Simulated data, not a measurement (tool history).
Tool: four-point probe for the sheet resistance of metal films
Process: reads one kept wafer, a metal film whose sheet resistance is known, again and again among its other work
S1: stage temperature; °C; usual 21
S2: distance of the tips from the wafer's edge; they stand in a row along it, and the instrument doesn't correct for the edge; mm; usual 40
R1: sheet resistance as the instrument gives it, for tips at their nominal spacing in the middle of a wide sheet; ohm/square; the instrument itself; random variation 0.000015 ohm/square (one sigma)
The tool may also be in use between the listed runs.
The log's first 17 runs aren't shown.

Run 18, day 24.158: usual settings but S1 27 °C. Result: R1 0.076892 ohm/square.
Run 19, day 26.175: usual settings but S1 27 °C. Result: R1 0.076927 ohm/square.
Run 20, day 28.125: usual settings but S1 27 °C. Result: R1 0.07692 ohm/square.
Run 21, day 29.238: usual settings but S1 27 °C. Result: R1 0.076933 ohm/square.
Run 22, day 30.2: usual settings but S1 27 °C. Result: R1 0.076926 ohm/square.
Run 23, day 31.25: usual settings but S1 27 °C. Result: R1 0.076936 ohm/square.
Run 24, day 32.358: usual settings but S1 20 °C, S2 21 mm. Result: R1 0.077743 ohm/square.
Run 25, day 34.071: usual settings but S2 3 mm. Result: R1 0.081894 ohm/square.
Run 26, day 35.471: usual settings but S1 29 °C, S2 12 mm. Result: R1 0.077068 ohm/square.
Run 27, day 36.492: usual settings but S1 29 °C, S2 12 mm. Result: R1 0.077056 ohm/square.
Run 28, day 37.821: usual settings but S1 29 °C, S2 7 mm. Result: R1 0.077618 ohm/square.
Run 29, day 38.721: usual settings but S1 29 °C, S2 7 mm. Result: R1 0.07764 ohm/square.
Run 30, day 39.896: usual settings but S1 28 °C, S2 13 mm. Result: R1 0.077115 ohm/square.
Run 31, day 41.8: usual settings but S1 19 °C, S2 39 mm. Result: R1 0.077806 ohm/square.
Run 32, day 42.638: usual settings but S1 19 °C, S2 15 mm. Result: R1 0.077997 ohm/square.
Run 33, day 44.65: usual settings but S1 19 °C, S2 15 mm. Result: R1 0.077995 ohm/square.
Run 34, day 45.954: usual settings but S1 19 °C, S2 15 mm. Result: R1 0.07799 ohm/square.
Run 35, day 47.912: usual settings but S1 24 °C, S2 3 mm. Result: R1 0.081654 ohm/square.
Run 36, day 48.858: usual settings but S1 28 °C, S2 4 mm. Result: R1 0.079427 ohm/square.
Run 37, day 50.4: usual settings but S1 31 °C, S2 36 mm. Result: R1 0.076695 ohm/square.
Run 38, day 52.146: usual settings but S1 31 °C, S2 36 mm. Result: R1 0.076676 ohm/square.

Forecast each of these 4 alternatives for the next run:
Run A, day 53.446: usual settings but S1 35 °C. Result: R1 ?.
Run B, day 53.446: usual settings but S1 31 °C, S2 6 mm. Result: R1 ?.
Run C, day 53.446: usual settings but S1 33 °C, S2 31 mm. Result: R1 ?.
Run D, day 53.446: usual settings but S1 24 °C, S2 58 mm. Result: R1 ?.

run        R1
  A  0.076334
  B   0.07778
  C  0.076547
  D  0.077371
Without the tool's hidden state the same runs would have given:
run        R1
  A  0.075502
  B  0.076933
  C  0.075713
  D  0.076527

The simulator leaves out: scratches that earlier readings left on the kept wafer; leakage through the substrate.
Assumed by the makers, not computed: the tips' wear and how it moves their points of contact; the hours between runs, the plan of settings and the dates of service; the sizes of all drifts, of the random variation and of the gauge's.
